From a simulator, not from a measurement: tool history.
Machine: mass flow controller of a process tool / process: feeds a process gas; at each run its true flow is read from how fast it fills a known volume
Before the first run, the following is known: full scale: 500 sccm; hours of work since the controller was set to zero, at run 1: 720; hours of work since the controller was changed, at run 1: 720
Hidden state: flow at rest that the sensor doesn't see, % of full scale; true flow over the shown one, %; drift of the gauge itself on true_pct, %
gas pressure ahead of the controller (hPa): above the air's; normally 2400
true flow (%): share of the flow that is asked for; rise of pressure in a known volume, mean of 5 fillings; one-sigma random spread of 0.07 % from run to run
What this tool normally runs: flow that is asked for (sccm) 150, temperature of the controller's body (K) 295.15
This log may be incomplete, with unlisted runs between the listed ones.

run    hour  flow that is asked for (sccm)  gas pressure ahead of the controller (hPa)  temperature of the controller's body (K)  hours of work since the controller was set to zero  hours of work since the controller was changed  true flow (%)
  1     0.0                            150                                        2400                                    295.15                                                 720                                             720          98.27
  2   107.7                            150                                        2400                                    295.15                                                 786                                             786          98.09
  3   219.3                            150                                        2400                                    295.15                                                 855                                             855          98.01
  4   293.9                            150                                        2400                                    295.15                                                 901                                             901          98.14
  5   341.5                            445                                        2400                                    295.15                                                 930                                             930          99.21
  6   407.0                            445                                        2400                                    295.15                                                 970                                             970          99.08
  7   486.9                             84                                        2400                                    295.15                                                1019                                            1019          97.36
  8   571.5                             84                                        2400                                    295.15                                                1071                                            1071          97.13
  9   643.3                             84                                        2400                                    295.15                                                1116                                            1116          96.91
 10   717.7                             84                                        2400                                    295.15                                                1161                                            1161          96.95
 11   824.2                            150                                        2400                                    295.15                                                1227                                            1227          97.76
 12   902.0                            212                                        2400                                    295.15                                                1275                                            1275          98.11
 13   957.3                            212                                        2400                                    301.15                                                1309                                            1309          98.70
 14  1012.1                            212                                        2400                                    301.15                                                1342                                            1342          98.70
 15  1070.5                            150                                        1580                                    295.15                                                1378                                            1378          97.73
 16  1144.1                            150                                        1580                                    295.15                                                1423                                            1423          97.67
 17  1207.2                            150                                        1580                                    295.15                                                1462                                            1462          97.70
 18  1292.8                            150                                        1580                                    295.15                                                1515                                            1515          97.76
 19  1387.6                            150                                        1580                                    295.15                                                1573                                            1573          97.65
 20  1474.8                            150                                        2400                                    295.15                                                1627                                            1627          97.50
 21  1545.4                            150                                        2400                                    295.15                                                1670                                            1670          97.35
 22  1595.6                            150                                        2400                                    295.15                                                1701                                            1701          97.28
 23  1659.1                             94                                        2400                                    295.15                                                1740                                            1740          96.61
 24  1758.0                            150                                        2400                                    312.15                                                1801                                            1801          98.79
 25  1831.1                            150                                        2400                                    312.15                                                1846                                            1846          98.82
 26  1905.6                            150                                        1930                                    295.15                                                1891                                            1891          97.40
 27  2005.6                            360                                        1440                                    311.15                                                1953                                            1953         100.08
 28  2086.3                            150                                        2030                                    294.15                                                2002                                            2002          97.14
 29  2186.9                            206                                        1950                                    296.15                                                2064                                            2064          97.90
 30  2292.3                            150                                        1480                                    295.15                                                2129                                            2129          97.13
 31  2363.1                             52                                        2380                                    293.15                                                2172                                            2172          93.61
 32  2445.2                             52                                        2380                                    293.15                                                2223                                            2223          93.55
 33  2547.2                             52                                        2380                                    293.15                                                2286                                            2286          93.39
 34  2654.8                            302                                        2220                                    295.15                                                2352                                            2352          98.18
 35  2738.2                            302                                        2220                                    295.15                                                2403                                            2403          97.90
 36  2791.9                            150                                        2670                                    305.15                                                2436                                            2436          97.72
 37  2897.7                            150                                        1760                                    295.15                                                2501                                            2501          96.89
 38  2972.6                            150                                        1760                                    295.15                                                2547                                            2547          96.81
 39  3022.2                            150                                        1760                                    295.15                                                2577                                            2577          96.80
 40  3080.8                             70                                        1760                                    307.15                                                2614                                            2614          95.65
 41  3130.5                             70                                        1760                                    307.15                                                2644                                            2644          95.39
 42  3214.8                             70                                        1690                                    298.15                                                2696                                            2696          94.51
 43  3285.5                             70                                        1690                                    298.15                                                2739                                            2739          94.41
 44  3370.2                             70                                        1690                                    298.15                                                2791                                            2791          94.48
 45  3419.3                            150                                        2180                                    309.15                                                2822                                            2822          97.84
 46  3477.8                            150                                        2180                                    309.15                                                2857                                            2857          97.73
 47  3583.4                            430                                        2010                                    298.15                                                2922                                            2922          98.64

Some steps in true flow (%) between neighbouring runs. How much of each would the tool show without its hidden state too (settings, what came in, random variation), and how much is left for the hidden state, with any gauge scatter that isn't in both results?
Run 30 -> 31: flow that is asked for (sccm) 150 -> 52, gas pressure ahead of the controller (hPa) 1480 -> 2380, temperature of the controller's body (K) 295.15 -> 293.15. true flow (%) -3.52: hidden state -2.98, all else -0.54.
Run 33 -> 34: flow that is asked for (sccm) 52 -> 302, gas pressure ahead of the controller (hPa) 2380 -> 2220, temperature of the controller's body (K) 293.15 -> 295.15. true flow (%) +4.79: hidden state +3.88, all else +0.91.
Run 44 -> 45: flow that is asked for (sccm) 70 -> 150, gas pressure ahead of the controller (hPa) 1690 -> 2180, temperature of the controller's body (K) 298.15 -> 309.15. true flow (%) +3.36: hidden state +2.23, all else +1.13.
